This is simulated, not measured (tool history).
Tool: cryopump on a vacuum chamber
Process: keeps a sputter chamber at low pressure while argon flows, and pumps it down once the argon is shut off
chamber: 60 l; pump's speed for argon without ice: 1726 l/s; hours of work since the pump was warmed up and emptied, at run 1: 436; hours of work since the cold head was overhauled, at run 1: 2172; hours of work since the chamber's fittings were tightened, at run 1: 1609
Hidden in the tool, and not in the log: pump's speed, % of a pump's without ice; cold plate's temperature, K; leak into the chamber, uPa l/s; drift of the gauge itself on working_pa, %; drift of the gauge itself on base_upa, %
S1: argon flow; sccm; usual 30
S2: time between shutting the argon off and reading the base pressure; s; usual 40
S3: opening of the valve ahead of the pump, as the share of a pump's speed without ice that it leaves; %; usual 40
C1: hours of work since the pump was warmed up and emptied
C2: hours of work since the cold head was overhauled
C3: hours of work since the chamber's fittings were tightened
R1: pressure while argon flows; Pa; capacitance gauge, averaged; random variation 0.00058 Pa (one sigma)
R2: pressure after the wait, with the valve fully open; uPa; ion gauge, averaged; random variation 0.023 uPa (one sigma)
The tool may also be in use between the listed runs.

{"run": 1, "hour": 0.0, "S1": 30, "S2": 40, "S3": 40, "C1": 436, "C2": 2172, "C3": 1609, "R1": 0.0798, "R2": 2.55}
{"run": 2, "hour": 91.9, "S1": 30, "S2": 40, "S3": 40, "C1": 487, "C2": 2223, "C3": 1660, "R1": 0.0815, "R2": 2.71}
{"run": 3, "hour": 191.2, "S1": 30, "S2": 40, "S3": 40, "C1": 542, "C2": 2277, "C3": 1715, "R1": 0.0827, "R2": 2.66}
{"hour": 271.0, "done": "leaking fittings of the chamber tightened, without venting"}
{"run": 4, "hour": 292.1, "S1": 30, "S2": 40, "S3": 40, "C1": 597, "C2": 2332, "C3": 12, "R1": 0.0834, "R2": 0.87}
{"run": 5, "hour": 334.2, "S1": 30, "S2": 40, "S3": 40, "C1": 620, "C2": 2355, "C3": 35, "R1": 0.0828, "R2": 0.92}
{"run": 6, "hour": 401.5, "S1": 30, "S2": 40, "S3": 40, "C1": 657, "C2": 2393, "C3": 72, "R1": 0.0847, "R2": 0.96}
{"run": 7, "hour": 486.9, "S1": 30, "S2": 40, "S3": 40, "C1": 704, "C2": 2440, "C3": 119, "R1": 0.0856, "R2": 0.95}
{"run": 8, "hour": 555.2, "S1": 30, "S2": 40, "S3": 40, "C1": 742, "C2": 2478, "C3": 157, "R1": 0.0864, "R2": 1.07}
{"run": 9, "hour": 639.7, "S1": 30, "S2": 40, "S3": 18, "C1": 789, "C2": 2524, "C3": 204, "R1": 0.1758, "R2": 1.14}
{"run": 10, "hour": 738.2, "S1": 30, "S2": 40, "S3": 18, "C1": 843, "C2": 2579, "C3": 258, "R1": 0.1779, "R2": 1.2}
{"hour": 756.5, "done": "pump warmed up, emptied and cooled again"}
{"run": 11, "hour": 816.3, "S1": 30, "S2": 40, "S3": 40, "C1": 33, "C2": 2619, "C3": 299, "R1": 0.0742, "R2": 1.09}
{"run": 12, "hour": 878.9, "S1": 30, "S2": 40, "S3": 40, "C1": 68, "C2": 2654, "C3": 333, "R1": 0.0767, "R2": 1.11}
{"run": 13, "hour": 934.3, "S1": 30, "S2": 40, "S3": 40, "C1": 98, "C2": 2685, "C3": 364, "R1": 0.0756, "R2": 1.15}
{"run": 14, "hour": 1023.9, "S1": 30, "S2": 40, "S3": 40, "C1": 148, "C2": 2734, "C3": 414, "R1": 0.0757, "R2": 1.19}
{"run": 15, "hour": 1118.9, "S1": 30, "S2": 40, "S3": 40, "C1": 200, "C2": 2787, "C3": 466, "R1": 0.0775, "R2": 1.23}
{"run": 16, "hour": 1185.9, "S1": 30, "S2": 40, "S3": 40, "C1": 237, "C2": 2824, "C3": 503, "R1": 0.0769, "R2": 1.29}
{"run": 17, "hour": 1281.9, "S1": 21, "S2": 40, "S3": 60, "C1": 291, "C2": 2877, "C3": 556, "R1": 0.0366, "R2": 1.33}
{"run": 18, "hour": 1331.4, "S1": 30, "S2": 40, "S3": 17, "C1": 318, "C2": 2904, "C3": 584, "R1": 0.1784, "R2": 1.44}
{"run": 19, "hour": 1412.5, "S1": 30, "S2": 40, "S3": 17, "C1": 363, "C2": 2949, "C3": 628, "R1": 0.1784, "R2": 1.46}
{"run": 20, "hour": 1457.0, "S1": 30, "S2": 40, "S3": 29, "C1": 387, "C2": 2974, "C3": 653, "R1": 0.1066, "R2": 1.47}
{"run": 21, "hour": 1536.1, "S1": 30, "S2": 112, "S3": 18, "C1": 431, "C2": 3017, "C3": 697, "R1": 0.1699, "R2": 1.14}
{"run": 22, "hour": 1627.2, "S1": 30, "S2": 72, "S3": 18, "C1": 482, "C2": 3068, "C3": 747, "R1": 0.1707, "R2": 1.35}
{"run": 23, "hour": 1676.8, "S1": 34, "S2": 53, "S3": 40, "C1": 509, "C2": 3095, "C3": 775, "R1": 0.0922, "R2": 1.5}
{"run": 24, "hour": 1728.8, "S1": 21, "S2": 95, "S3": 57, "C1": 538, "C2": 3124, "C3": 803, "R1": 0.042, "R2": 1.35}
{"run": 25, "hour": 1802.6, "S1": 51, "S2": 44, "S3": 25, "C1": 579, "C2": 3165, "C3": 844, "R1": 0.2158, "R2": 1.75}
{"run": 26, "hour": 1880.7, "S1": 15, "S2": 49, "S3": 46, "C1": 622, "C2": 3208, "C3": 887, "R1": 0.037, "R2": 1.72}
{"run": 27, "hour": 1969.4, "S1": 15, "S2": 49, "S3": 46, "C1": 671, "C2": 3257, "C3": 936, "R1": 0.0375, "R2": 1.82}
{"run": 28, "hour": 2030.2, "S1": 33, "S2": 40, "S3": 21, "C1": 704, "C2": 3291, "C3": 970, "R1": 0.1662, "R2": 1.96}
{"run": 29, "hour": 2081.2, "S1": 33, "S2": 40, "S3": 21, "C1": 733, "C2": 3319, "C3": 998, "R1": 0.1659, "R2": 2.03}
{"run": 30, "hour": 2121.8, "S1": 14, "S2": 196, "S3": 29, "C1": 755, "C2": 3341, "C3": 1021, "R1": 0.0533, "R2": 1.59}
{"run": 31, "hour": 2184.7, "S1": 32, "S2": 133, "S3": 40, "C1": 790, "C2": 3376, "C3": 1056, "R1": 0.0931, "R2": 1.7}
{"run": 32, "hour": 2283.1, "S1": 12, "S2": 76, "S3": 17, "C1": 844, "C2": 3430, "C3": 1110, "R1": 0.0752, "R2": 1.98}

3 ways to go on from here, each from the tool as it stands after run 32. What would each give?
{"hour": 2297.5, "done": "pump warmed up, emptied and cooled again"}
{"run": "A", "hour": 2378.4, "S1": 21, "S2": 76, "S3": 27, "C1": 45, "C2": 3480, "C3": 1160, "R1": "?", "R2": "?"}
{"hour": 2297.5, "done": "pump warmed up, emptied and cooled again"}
{"run": "B", "hour": 2378.4, "S1": 30, "S2": 40, "S3": 34, "C1": 45, "C2": 3480, "C3": 1160, "R1": "?", "R2": "?"}
{"hour": 2297.5, "done": "pump warmed up, emptied and cooled again"}
{"run": "C", "hour": 2378.4, "S1": 12, "S2": 61, "S3": 45, "C1": 45, "C2": 3480, "C3": 1160, "R1": "?", "R2": "?"}

run=A R1=0.0767 R2=1.55
run=B R1=0.0891 R2=1.80
run=C R1=0.0270 R2=1.62
Without the tool's hidden state the same runs would have given:
run=A R1=0.0758 R2=0.52
run=B R1=0.0878 R2=0.78
run=C R1=0.0265 R2=0.61
